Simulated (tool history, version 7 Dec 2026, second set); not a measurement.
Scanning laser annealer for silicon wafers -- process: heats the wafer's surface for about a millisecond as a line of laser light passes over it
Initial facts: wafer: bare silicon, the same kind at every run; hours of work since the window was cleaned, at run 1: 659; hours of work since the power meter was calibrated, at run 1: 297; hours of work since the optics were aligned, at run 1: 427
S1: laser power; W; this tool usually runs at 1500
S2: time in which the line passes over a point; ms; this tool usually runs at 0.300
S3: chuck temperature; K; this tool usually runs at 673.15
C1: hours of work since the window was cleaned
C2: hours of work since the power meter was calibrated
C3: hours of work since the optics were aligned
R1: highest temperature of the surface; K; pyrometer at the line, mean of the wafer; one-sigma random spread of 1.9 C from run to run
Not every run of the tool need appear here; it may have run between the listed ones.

run 1 hour=0.0 | S1=1500 S2=0.300 S3=673.15 | C1=659 C2=297 C3=427 | R1=1442.15
run 2 hour=24.5 | S1=1442 S2=0.300 S3=673.15 | C1=673 C2=311 C3=440 | R1=1408.15
run 3 hour=56.0 | S1=1500 S2=0.338 S3=673.15 | C1=690 C2=328 C3=457 | R1=1483.15
run 4 hour=78.9 | S1=1500 S2=0.216 S3=673.15 | C1=703 C2=341 C3=470 | R1=1329.15
run 5 hour=109.9 | S1=1500 S2=0.300 S3=673.15 | C1=720 C2=358 C3=487 | R1=1439.15
run 6 hour=130.7 | S1=1500 S2=0.300 S3=673.15 | C1=731 C2=369 C3=499 | R1=1438.15
run 7 hour=159.7 | S1=1286 S2=0.334 S3=662.15 | C1=747 C2=385 C3=515 | R1=1342.15

Run 8 is up next; what results do you expect?
run 8 hour=174.1 | S1=1286 S2=0.334 S3=704.15 | C1=755 C2=393 C3=523 | R1=?

{"run 8": {"R1": 1385.15}}
Were there no unlogged condition in the tool, this run, its random variation unchanged, would have produced R1 1420.15 K.

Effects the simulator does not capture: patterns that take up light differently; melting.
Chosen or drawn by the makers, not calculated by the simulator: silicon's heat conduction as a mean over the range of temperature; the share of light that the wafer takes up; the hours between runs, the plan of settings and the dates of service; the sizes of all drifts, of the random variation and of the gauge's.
